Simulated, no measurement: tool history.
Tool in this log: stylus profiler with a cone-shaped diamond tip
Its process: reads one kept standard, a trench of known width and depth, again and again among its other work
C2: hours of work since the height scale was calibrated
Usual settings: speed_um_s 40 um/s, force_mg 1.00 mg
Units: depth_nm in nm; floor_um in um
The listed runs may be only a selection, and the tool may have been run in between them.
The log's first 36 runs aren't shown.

run 37 hour=747.1 | speed_um_s=17 force_mg=1.00 | scans_with_this_tip=9296 C2=95 | depth_nm=100.40 floor_um=48.30
run 38 hour=772.4 | speed_um_s=11 force_mg=0.54 | scans_with_this_tip=9419 C2=110 | depth_nm=100.21 floor_um=48.31
run 39 hour=790.3 | speed_um_s=158 force_mg=0.61 | scans_with_this_tip=9506 C2=121 | depth_nm=100.31 floor_um=47.23
run 40 hour=814.9 | speed_um_s=12 force_mg=1.81 | scans_with_this_tip=9625 C2=135 | depth_nm=100.47 floor_um=48.29
run 41 hour=829.0 | speed_um_s=12 force_mg=1.81 | scans_with_this_tip=9693 C2=143 | depth_nm=100.47 floor_um=48.30
run 42 hour=856.1 | speed_um_s=134 force_mg=0.87 | scans_with_this_tip=9825 C2=160 | depth_nm=100.37 floor_um=47.62
run 43 hour=873.4 | speed_um_s=134 force_mg=0.87 | scans_with_this_tip=9909 C2=170 | depth_nm=100.42 floor_um=47.56
run 44 hour=886.2 | speed_um_s=134 force_mg=0.87 | scans_with_this_tip=9971 C2=177 | depth_nm=100.38 floor_um=47.59
run 45 hour=903.7 | speed_um_s=30 force_mg=0.47 | scans_with_this_tip=10056 C2=188 | depth_nm=100.27 floor_um=48.11
run 46 hour=919.4 | speed_um_s=157 force_mg=2.13 | scans_with_this_tip=10132 C2=197 | depth_nm=100.65 floor_um=47.78

Forecast each of these 3 alternatives for the next run:
run A hour=939.0 | speed_um_s=125 force_mg=0.72 | scans_with_this_tip=10227 C2=209 | depth_nm=? floor_um=?
run B hour=939.0 | speed_um_s=115 force_mg=2.13 | scans_with_this_tip=10227 C2=209 | depth_nm=? floor_um=?
run C hour=939.0 | speed_um_s=30 force_mg=2.97 | scans_with_this_tip=10227 C2=209 | depth_nm=? floor_um=?

run=A depth_nm=100.28 floor_um=47.54
run=B depth_nm=100.61 floor_um=47.95
run=C depth_nm=100.69 floor_um=48.28
Stripped of hidden state, with their random variation kept, the same runs would have yielded:
run=A depth_nm=100.19 floor_um=47.93
run=B depth_nm=100.51 floor_um=48.34
run=C depth_nm=100.60 floor_um=48.67
